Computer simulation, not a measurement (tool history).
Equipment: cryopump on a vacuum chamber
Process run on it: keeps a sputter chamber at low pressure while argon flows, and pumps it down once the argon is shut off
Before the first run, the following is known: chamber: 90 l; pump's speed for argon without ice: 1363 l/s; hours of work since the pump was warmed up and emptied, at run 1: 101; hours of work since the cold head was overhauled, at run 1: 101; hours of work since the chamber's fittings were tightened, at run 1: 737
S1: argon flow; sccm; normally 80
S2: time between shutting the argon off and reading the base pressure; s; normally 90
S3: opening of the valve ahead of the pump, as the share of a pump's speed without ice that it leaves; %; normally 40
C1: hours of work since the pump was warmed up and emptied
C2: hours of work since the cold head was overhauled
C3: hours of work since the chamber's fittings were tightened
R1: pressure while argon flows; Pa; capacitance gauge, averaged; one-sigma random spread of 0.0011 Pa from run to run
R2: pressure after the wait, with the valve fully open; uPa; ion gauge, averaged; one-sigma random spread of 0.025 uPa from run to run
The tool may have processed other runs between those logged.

run	day	S1	S2	S3	C1	C2	C3	R1	R2
1	0	80	90	40	101	101	737	0.2523	1.48
2	0.533	80	90	40	107	107	743	0.2555	1.43
3	0.842	80	90	40	111	111	747	0.2547	1.52
4	1.371	80	171	40	117	117	753	0.2551	1.11
5	1.708	38	90	40	121	121	757	0.122	1.49
6	2.292	38	90	36	128	128	764	0.1345	1.51
7	2.608	38	90	36	131	131	767	0.1352	1.46
8	3.233	50	90	40	138	138	774	0.1597	1.5
9	3.783	50	90	40	145	145	781	0.1599	1.53
10	4.267	50	90	40	150	150	786	0.1589	1.49
11	4.621	80	90	42	154	154	790	0.2441	1.51
12	5.104	80	90	42	160	160	796	0.245	1.48
13	5.408	80	90	42	163	163	799	0.2455	1.56
14	5.717	80	177	40	167	167	803	0.257	1.14
15	6.05	80	90	40	170	170	806	0.2595	1.51
16	6.354	80	90	40	174	174	810	0.2569	1.51
17	6.888	43	90	40	180	180	816	0.1378	1.53
18	7.521	65	44	30	187	187	823	0.2765	2.33
19	8.1	76	90	36	194	194	830	0.2727	1.54
20	8.696	78	159	15	201	201	837	0.654	1.27
21	8.975	141	43	16	204	204	840	1.1089	2.37
22	9.258	48	163	52	207	207	843	0.1217	1.26
23	9.675	48	163	52	212	212	848	0.1214	1.16
24	10.092	40	250	52	217	217	853	0.1003	1.07
25	10.562	40	250	52	222	222	858	0.1017	1.1
26	10.867	117	278	48	225	225	861	0.3174	1.08
27	11.362	84	44	18	231	231	867	0.5902	2.4
28	11.625	84	44	18	234	234	870	0.5883	2.32
29	12.192	84	22	35	241	241	877	0.3116	3.95
30	12.746	55	22	34	247	247	883	0.209	4.04
31	13.108	55	22	34	251	251	887	0.2078	4.11
32	13.408	55	22	34	255	255	891	0.2098	4.08
33	13.925	55	218	18	260	260	896	0.387	1.18
34	14.225	80	26	25	264	264	900	0.4068	3.45

Each row is a separate what-if for the run after 34, all from the same tool condition, not one after another. Results?
A	14.688	33	36	25	269	269	905	?	?
B	14.688	114	69	39	269	269	905	?	?
C	14.688	133	52	25	269	269	905	?	?
D	14.688	71	120	40	269	269	905	?	?
E	14.688	45	45	24	269	269	905	?	?

run	R1	R2
A	0.1687	2.78
B	0.3811	1.88
C	0.6821	2.18
D	0.2304	1.43
E	0.2403	2.45
Had the tool no hidden state, the same runs would have come out as:
run	R1	R2
A	0.1633	2.16
B	0.3625	1.26
C	0.6604	1.57
D	0.2189	0.82
E	0.2329	1.82
